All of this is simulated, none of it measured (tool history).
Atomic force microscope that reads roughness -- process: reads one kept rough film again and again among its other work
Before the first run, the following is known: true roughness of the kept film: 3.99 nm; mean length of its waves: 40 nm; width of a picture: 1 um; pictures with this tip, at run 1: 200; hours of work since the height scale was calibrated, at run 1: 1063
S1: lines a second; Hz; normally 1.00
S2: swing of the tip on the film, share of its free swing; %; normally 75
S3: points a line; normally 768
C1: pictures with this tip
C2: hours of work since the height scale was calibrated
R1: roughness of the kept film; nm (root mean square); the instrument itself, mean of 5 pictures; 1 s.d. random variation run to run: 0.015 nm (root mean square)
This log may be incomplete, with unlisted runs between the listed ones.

run	hour	S1	S2	S3	C1	C2	R1
1	0.0	1.00	75	768	200	1063	3.552
2	44.8	1.00	75	269	280	1090	3.541
# hour 65.5: new tip fitted
3	81.5	1.00	75	269	29	1112	3.528
4	143.6	2.30	75	768	141	1149	3.345
5	185.9	2.30	75	768	217	1174	3.377
6	229.3	2.30	75	768	295	1200	3.386
# hour 241.7: new tip fitted
7	296.4	2.30	75	768	99	1240	3.357
8	325.5	2.30	75	768	151	1257	3.355
9	360.0	1.19	56	768	213	1278	3.667
# hour 420.6: new tip fitted
10	428.5	1.19	77	415	14	1319	3.511
11	465.2	1.01	59	284	80	1341	3.643
12	533.8	1.01	67	474	204	1382	3.631
13	581.0	2.08	67	320	288	1410	3.491
# hour 599.2: new tip fitted
14	637.7	1.40	70	321	69	1444	3.566
15	705.0	3.51	57	617	190	1484	3.539

Here are 4 independent what-if runs from the current tool condition. What would each one return?
A	758.4	1.84	74	692	286	1516	?
B	758.4	0.55	60	435	286	1516	?
C	758.4	3.51	57	617	286	1516	?
D	758.4	3.54	67	317	286	1516	?

run	R1
A	3.483
B	3.677
C	3.542
D	3.352
Take away the tool's hidden state, keep each run's random variation, and the runs would have read:
run	R1
A	3.490
B	3.683
C	3.548
D	3.358
